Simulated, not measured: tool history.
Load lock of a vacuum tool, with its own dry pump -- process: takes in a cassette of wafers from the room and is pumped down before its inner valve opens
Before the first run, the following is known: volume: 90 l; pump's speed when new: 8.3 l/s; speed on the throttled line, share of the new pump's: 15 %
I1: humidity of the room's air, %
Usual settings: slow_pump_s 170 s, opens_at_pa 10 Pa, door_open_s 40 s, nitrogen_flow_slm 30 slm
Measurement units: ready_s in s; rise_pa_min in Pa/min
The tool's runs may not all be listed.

run 1 hour=0.0 | slow_pump_s=170 opens_at_pa=10 door_open_s=40 nitrogen_flow_slm=30 | I1=48.6 | ready_s=252.9 rise_pa_min=0.055
run 2 hour=352.1 | slow_pump_s=170 opens_at_pa=10 door_open_s=40 nitrogen_flow_slm=30 | I1=46.9 | ready_s=252.4 rise_pa_min=0.062
run 3 hour=720.9 | slow_pump_s=152 opens_at_pa=10 door_open_s=40 nitrogen_flow_slm=30 | I1=43.1 | ready_s=236.2 rise_pa_min=0.066
run 4 hour=980.8 | slow_pump_s=152 opens_at_pa=10 door_open_s=122 nitrogen_flow_slm=30 | I1=48.6 | ready_s=238.7 rise_pa_min=0.091
run 5 hour=1294.1 | slow_pump_s=170 opens_at_pa=10 door_open_s=40 nitrogen_flow_slm=30 | I1=44.9 | ready_s=254.2 rise_pa_min=0.077
run 6 hour=1617.9 | slow_pump_s=170 opens_at_pa=10 door_open_s=40 nitrogen_flow_slm=30 | I1=45.7 | ready_s=252.4 rise_pa_min=0.080
run 7 hour=1950.4 | slow_pump_s=170 opens_at_pa=18 door_open_s=40 nitrogen_flow_slm=30 | I1=43.3 | ready_s=247.5 rise_pa_min=0.085
run 8 hour=2108.7 | slow_pump_s=170 opens_at_pa=18 door_open_s=40 nitrogen_flow_slm=30 | I1=46.3 | ready_s=245.2 rise_pa_min=0.091
run 9 hour=2298.7 | slow_pump_s=170 opens_at_pa=18 door_open_s=40 nitrogen_flow_slm=30 | I1=44.1 | ready_s=246.6 rise_pa_min=0.095
run 10 hour=2623.7 | slow_pump_s=170 opens_at_pa=10 door_open_s=143 nitrogen_flow_slm=30 | I1=42.8 | ready_s=252.6 rise_pa_min=0.119
run 11 hour=2901.0 | slow_pump_s=171 opens_at_pa=10 door_open_s=40 nitrogen_flow_slm=30 | I1=43.3 | ready_s=253.4 rise_pa_min=0.109
run 12 hour=3110.1 | slow_pump_s=171 opens_at_pa=10 door_open_s=40 nitrogen_flow_slm=30 | I1=44.6 | ready_s=254.3 rise_pa_min=0.110
run 13 hour=3277.2 | slow_pump_s=171 opens_at_pa=10 door_open_s=40 nitrogen_flow_slm=30 | I1=43.1 | ready_s=255.2 rise_pa_min=0.116
run 14 hour=3581.7 | slow_pump_s=171 opens_at_pa=10 door_open_s=40 nitrogen_flow_slm=30 | I1=44.6 | ready_s=251.8 rise_pa_min=0.123
run 15 hour=3945.5 | slow_pump_s=170 opens_at_pa=10 door_open_s=40 nitrogen_flow_slm=30 | I1=46.2 | ready_s=251.2 rise_pa_min=0.129
run 16 hour=4308.2 | slow_pump_s=318 opens_at_pa=15 door_open_s=67 nitrogen_flow_slm=22 | I1=47.2 | ready_s=371.6 rise_pa_min=0.147
run 17 hour=4636.3 | slow_pump_s=208 opens_at_pa=18 door_open_s=157 nitrogen_flow_slm=10 | I1=50.3 | ready_s=279.7 rise_pa_min=0.206
run 18 hour=4995.5 | slow_pump_s=129 opens_at_pa=9 door_open_s=34 nitrogen_flow_slm=12 | I1=45.3 | ready_s=223.7 rise_pa_min=0.158
run 19 hour=5261.6 | slow_pump_s=142 opens_at_pa=7 door_open_s=146 nitrogen_flow_slm=30 | I1=44.7 | ready_s=238.1 rise_pa_min=0.187
run 20 hour=5499.4 | slow_pump_s=142 opens_at_pa=7 door_open_s=146 nitrogen_flow_slm=30 | I1=49.8 | ready_s=237.8 rise_pa_min=0.201
run 21 hour=5869.9 | slow_pump_s=142 opens_at_pa=7 door_open_s=146 nitrogen_flow_slm=30 | I1=44.5 | ready_s=238.0 rise_pa_min=0.202
run 22 hour=6143.8 | slow_pump_s=170 opens_at_pa=10 door_open_s=98 nitrogen_flow_slm=9 | I1=48.5 | ready_s=257.1 rise_pa_min=0.215
-- hour=6317.1 dry pump taken out, an overhauled one fitted
run 23 hour=6337.4 | slow_pump_s=170 opens_at_pa=10 door_open_s=98 nitrogen_flow_slm=9 | I1=45.7 | ready_s=243.6 rise_pa_min=0.220
run 24 hour=6723.7 | slow_pump_s=303 opens_at_pa=13 door_open_s=107 nitrogen_flow_slm=5 | I1=42.9 | ready_s=354.5 rise_pa_min=0.236
run 25 hour=6916.0 | slow_pump_s=303 opens_at_pa=13 door_open_s=107 nitrogen_flow_slm=5 | I1=44.1 | ready_s=358.8 rise_pa_min=0.247
run 26 hour=7199.6 | slow_pump_s=303 opens_at_pa=13 door_open_s=107 nitrogen_flow_slm=5 | I1=44.5 | ready_s=354.6 rise_pa_min=0.251
run 27 hour=7459.8 | slow_pump_s=303 opens_at_pa=13 door_open_s=107 nitrogen_flow_slm=5 | I1=43.6 | ready_s=355.0 rise_pa_min=0.266
run 28 hour=7735.4 | slow_pump_s=303 opens_at_pa=13 door_open_s=107 nitrogen_flow_slm=5 | I1=41.9 | ready_s=352.0 rise_pa_min=0.259

Run 29, settings as shown, results not yet in. Your forecast:
run 29 hour=7969.5 | slow_pump_s=170 opens_at_pa=16 door_open_s=116 nitrogen_flow_slm=19 | I1=45.3 | ready_s=? rise_pa_min=?

Run 29 yielded ready_s 241.3 s, rise_pa_min 0.253 Pa/min.
Take away the tool's hidden state, keep the run-to-run variation as it was, and the same run would have given ready_s 241.2 s, rise_pa_min 0.036 Pa/min.
